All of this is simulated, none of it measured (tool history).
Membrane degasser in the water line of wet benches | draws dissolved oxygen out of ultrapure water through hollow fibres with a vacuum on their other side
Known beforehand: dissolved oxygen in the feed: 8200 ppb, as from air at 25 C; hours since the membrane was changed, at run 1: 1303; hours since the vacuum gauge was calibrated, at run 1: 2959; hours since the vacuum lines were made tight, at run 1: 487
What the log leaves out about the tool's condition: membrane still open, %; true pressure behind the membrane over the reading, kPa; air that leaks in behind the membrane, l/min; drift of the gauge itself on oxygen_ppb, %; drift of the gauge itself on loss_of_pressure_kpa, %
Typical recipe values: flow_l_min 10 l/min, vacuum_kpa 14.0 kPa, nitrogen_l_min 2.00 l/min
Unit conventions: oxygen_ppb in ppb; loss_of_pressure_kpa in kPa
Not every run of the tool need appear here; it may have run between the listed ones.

| run | day | flow_l_min | vacuum_kpa | nitrogen_l_min | hours since the membrane was changed | hours since the vacuum gauge was calibrated | hours since the vacuum lines were made tight | oxygen_ppb | loss_of_pressure_kpa |
|---|---|---|---|---|---|---|---|---|---|
| 1 | 0.000 | 10 | 14.0 | 2.00 | 1303 | 2959 | 487 | 149.5 | 47.75 |
| 2 | 2.029 | 10 | 14.0 | 2.00 | 1352 | 3008 | 536 | 148.5 | 47.74 |
| 3 | 4.912 | 7 | 14.0 | 2.00 | 1421 | 3077 | 605 | 98.4 | 33.55 |
| 4 | 6.408 | 7 | 14.0 | 2.00 | 1457 | 3113 | 641 | 99.9 | 33.28 |
| 5 | 9.842 | 8 | 14.0 | 2.00 | 1539 | 3195 | 724 | 115.1 | 37.89 |
| 6 | 12.692 | 8 | 14.0 | 2.00 | 1607 | 3264 | 792 | 117.1 | 38.26 |
| 7 | 14.254 | 10 | 12.2 | 2.00 | 1645 | 3301 | 829 | 127.9 | 47.11 |
| 8 | 16.596 | 10 | 12.2 | 2.00 | 1701 | 3357 | 886 | 127.5 | 47.48 |
| 9 | 18.354 | 10 | 12.2 | 2.00 | 1743 | 3400 | 928 | 127.7 | 47.58 |
| 10 | 20.358 | 10 | 14.0 | 2.00 | 1791 | 3448 | 976 | 148.2 | 47.27 |
| 11 | 21.912 | 10 | 14.0 | 2.00 | 1829 | 3485 | 1013 | 149.9 | 47.39 |
| 12 | 24.433 | 15 | 11.2 | 1.87 | 1889 | 3545 | 1074 | 199.3 | 71.51 |
| 13 | 26.000 | 15 | 11.2 | 1.87 | 1927 | 3583 | 1111 | 201.7 | 70.92 |
| 14 | 27.479 | 15 | 11.2 | 1.87 | 1962 | 3619 | 1147 | 201.5 | 71.13 |
| 15 | 30.925 | 14 | 8.6 | 2.19 | 2045 | 3701 | 1230 | 126.5 | 66.40 |
| 16 | 34.275 | 9 | 29.0 | 2.40 | 2125 | 3782 | 1310 | 246.7 | 42.40 |
| 17 | 35.950 | 9 | 14.0 | 0.90 | 2166 | 3822 | 1350 | 261.0 | 42.34 |
| 18 | 38.921 | 10 | 14.0 | 1.35 | 2237 | 3893 | 1421 | 205.4 | 47.08 |
| 19 | 41.208 | 12 | 12.9 | 1.35 | 2292 | 3948 | 1476 | 228.5 | 56.47 |
| 20 | 44.375 | 10 | 14.0 | 1.41 | 2368 | 4024 | 1552 | 200.6 | 47.14 |
| 21 | 46.858 | 16 | 14.0 | 2.00 | 2428 | 4084 | 1612 | 257.7 | 74.82 |
| 22 | 49.333 | 16 | 14.0 | 5.72 | 2487 | 4143 | 1671 | 132.4 | 75.81 |

What if the next run were any one of these 3? Each begins from the tool's condition after run 22:
| A | 50.729 | 10 | 10.8 | 5.72 | 2520 | 4176 | 1705 | ? | ? |
| B | 50.729 | 10 | 14.0 | 0.85 | 2520 | 4176 | 1705 | ? | ? |
| C | 50.729 | 10 | 14.0 | 3.19 | 2520 | 4176 | 1705 | ? | ? |

| run | oxygen_ppb | loss_of_pressure_kpa |
|---|---|---|
| A | 52.9 | 46.72 |
| B | 309.9 | 46.59 |
| C | 101.3 | 46.69 |
What these runs would have given with no unlogged condition in the tool:
| run | oxygen_ppb | loss_of_pressure_kpa |
|---|---|---|
| A | 52.8 | 47.60 |
| B | 309.7 | 47.48 |
| C | 101.2 | 47.57 |
